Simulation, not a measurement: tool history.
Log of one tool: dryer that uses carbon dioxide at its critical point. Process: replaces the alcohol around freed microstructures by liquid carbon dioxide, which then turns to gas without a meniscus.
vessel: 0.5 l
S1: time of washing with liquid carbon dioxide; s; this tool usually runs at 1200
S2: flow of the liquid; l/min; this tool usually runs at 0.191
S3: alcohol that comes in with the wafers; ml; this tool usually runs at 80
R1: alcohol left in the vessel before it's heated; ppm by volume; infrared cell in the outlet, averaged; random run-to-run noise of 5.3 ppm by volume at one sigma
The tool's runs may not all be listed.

run	hour	S1	S2	S3	R1
1	0	1200	0.191	80	294
2	34.8	1200	0.191	80	288
3	63.9	1200	0.191	80	301
4	111.3	1200	0.191	31	217
5	157	1200	0.191	31	236
6	197.9	1200	0.26	80	178
7	233.2	1200	0.26	80	181
8	255.9	1200	0.26	80	179
9	286.6	1200	0.26	80	198
10	314.8	1200	0.26	80	190
11	346.7	1200	0.26	80	192
12	375.5	1200	0.117	80	3150
13	416.6	1200	0.117	80	3246
14	447.4	1200	0.117	80	3280
15	487.7	1200	0.191	80	132
16	519.9	1200	0.191	80	150
17	553.9	1200	0.184	80	201
18	593	1200	0.184	80	205
19	621.9	1200	0.314	80	32
20	660	1200	0.314	80	45
21	705.2	1620	0.314	80	36
22	750.4	1200	0.239	80	84
23	772.2	840	0.202	80	1072
24	808.5	840	0.202	80	1121
25	830.4	1140	0.191	80	335
26	874.6	900	0.19	61	936
27	899.4	1200	0.191	74	278
28	929.4	840	0.127	79	7396
29	970.8	1920	0.191	29	84
30	1009.9	840	0.191	43	1032
31	1048	1200	0.225	80	183
32	1078.6	1080	0.225	80	290
33	1110.5	1080	0.225	80	315
34	1135.6	1080	0.231	91	170
35	1170.9	1080	0.177	91	555
36	1198.6	1200	0.279	59	120
37	1224.2	1200	0.279	59	112
38	1258.9	1680	0.279	59	122
39	1305.8	1680	0.279	59	128
40	1345.1	1140	0.14	59	1052
41	1386.8	780	0.248	52	464
42	1424.3	840	0.185	63	1410
43	1447.4	840	0.185	49	1158
44	1482.5	840	0.197	80	1444

Not shown: 3 entries that the log had between the listed runs. Between which runs, and how does the tool's hidden state differ before and after?
In the gap between runs 11 and 12: purifier's bed changed (hour 369.1)
  flow that reaches the vessel past the clogged filter, %: 87.9 -> 87.4; alcohol in the recycled carbon dioxide, ppm: 171.5 -> 6.1
  the result without the hidden state subtracted from the measured one, R1: +186 -> +1368 ppm by volume
In the gap between runs 14 and 15: inlet filter changed (hour 452.2)
  flow that reaches the vessel past the clogged filter, %: 85.8 -> 99.2; alcohol in the recycled carbon dioxide, ppm: 15.4 -> 20
  the result without the hidden state subtracted from the measured one, R1: +1551 -> +22 ppm by volume
In the gap between runs 33 and 34: inlet filter changed (hour 1118.6)
  flow that reaches the vessel past the clogged filter, %: 86.2 -> 98.9; alcohol in the recycled carbon dioxide, ppm: 97.8 -> 100.7
  the result without the hidden state subtracted from the measured one, R1: +232 -> +101 ppm by volume
